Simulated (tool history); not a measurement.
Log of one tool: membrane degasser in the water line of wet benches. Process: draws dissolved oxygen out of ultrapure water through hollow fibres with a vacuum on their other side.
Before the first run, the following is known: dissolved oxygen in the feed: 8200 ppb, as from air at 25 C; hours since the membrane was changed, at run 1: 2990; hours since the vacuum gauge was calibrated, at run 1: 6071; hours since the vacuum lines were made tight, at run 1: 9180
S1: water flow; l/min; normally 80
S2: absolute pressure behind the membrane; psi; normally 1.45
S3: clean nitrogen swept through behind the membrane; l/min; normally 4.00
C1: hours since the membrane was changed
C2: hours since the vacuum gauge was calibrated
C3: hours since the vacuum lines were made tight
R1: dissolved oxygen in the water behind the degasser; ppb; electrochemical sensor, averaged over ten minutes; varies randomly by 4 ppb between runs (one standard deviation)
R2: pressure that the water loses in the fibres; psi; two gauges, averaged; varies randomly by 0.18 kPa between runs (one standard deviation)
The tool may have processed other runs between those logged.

run,day,S1,S2,S3,C1,C2,C3,R1,R2
1,0.000,80,1.45,4.00,2990,6071,9180,401.2,4.889
2,2.000,80,1.45,3.19,3038,6119,9228,463.9,4.908
3,5.200,80,1.45,3.19,3115,6196,9305,465.0,4.907
4,8.058,80,2.47,4.00,3183,6265,9374,674.9,4.849
5,10.367,80,2.47,4.00,3239,6320,9429,681.8,4.925
6,14.075,80,1.45,5.88,3328,6409,9518,316.8,4.856
7,17.512,80,1.45,5.88,3410,6492,9601,315.4,4.889
8,19.450,80,1.45,5.88,3457,6538,9647,323.3,4.817
9,21.442,80,1.45,5.88,3504,6586,9695,322.4,4.850
10,24.646,80,2.25,4.00,3581,6663,9772,631.5,4.785
# day 27.846: vacuum gauge calibrated
11,28.279,80,1.49,4.00,3668,10,9858,416.2,4.836
12,31.433,94,1.45,4.00,3744,86,9934,498.4,5.642
13,33.496,80,1.77,4.00,3793,136,9984,483.6,4.834
14,35.083,80,1.77,4.00,3831,174,10022,486.2,4.815
15,36.825,80,1.19,4.00,3873,215,10064,326.2,4.747
16,39.412,97,1.19,4.00,3935,278,10126,441.9,5.849
17,41.233,97,1.19,2.46,3979,321,10169,553.4,5.797
18,43.208,69,1.45,2.87,4026,369,10217,416.3,4.110
# day 45.429: gauge calibrated
19,46.350,123,2.03,2.87,4102,444,10292,1108.7,7.526
20,47.988,123,2.03,2.87,4141,483,10331,1108.0,7.507
# day 50.829: seals of the vacuum lines changed
21,51.592,123,1.03,2.87,4225,568,18,627.1,7.555
22,53.517,123,1.03,2.87,4272,614,64,636.3,7.520
23,55.138,123,1.03,2.87,4311,653,103,626.1,7.504
24,58.279,80,1.04,4.00,4386,728,179,286.5,4.882
25,60.533,57,1.86,4.00,4440,783,233,337.3,3.508
26,62.971,49,1.96,4.00,4499,841,291,307.3,2.996
27,65.275,49,3.51,4.00,4554,896,347,580.2,2.954
28,67.350,49,3.51,4.00,4604,946,397,576.7,2.940
29,69.038,59,1.89,4.00,4644,987,437,356.9,3.626
30,71.183,103,1.89,2.13,4696,1038,488,998.9,6.254

Some steps in R2, run to run, broken into two amounts with sign: the step expected even without the hidden condition (settings, incoming material, random variation), and the rest, left for the hidden condition together with whatever gauge scatter is not in both the measured and the hidden-condition-free result:
Hidden state at play: membrane still open, %; true pressure behind the membrane over the reading, kPa; air that leaks in behind the membrane, l/min; drift of the gauge itself on oxygen_ppb, %; drift of the gauge itself on loss_of_pressure_kpa, %.
Run 17 -> 18: S1 97 -> 69, S2 1.19 -> 1.45, S3 2.46 -> 2.87. R2 -1.687 psi: hidden state +0.041, all else -1.727.
Run 18 -> 19: S1 69 -> 123, S2 1.45 -> 2.03, gauge calibrated. R2 +3.416 psi: hidden state +0.115, all else +3.301.
Run 23 -> 24: S1 123 -> 80, S2 1.03 -> 1.04, S3 2.87 -> 4.00. R2 -2.622 psi: hidden state +0.004, all else -2.627.
Run 29 -> 30: S1 59 -> 103, S3 4.00 -> 2.13. R2 +2.628 psi: hidden state -0.046, all else +2.674.

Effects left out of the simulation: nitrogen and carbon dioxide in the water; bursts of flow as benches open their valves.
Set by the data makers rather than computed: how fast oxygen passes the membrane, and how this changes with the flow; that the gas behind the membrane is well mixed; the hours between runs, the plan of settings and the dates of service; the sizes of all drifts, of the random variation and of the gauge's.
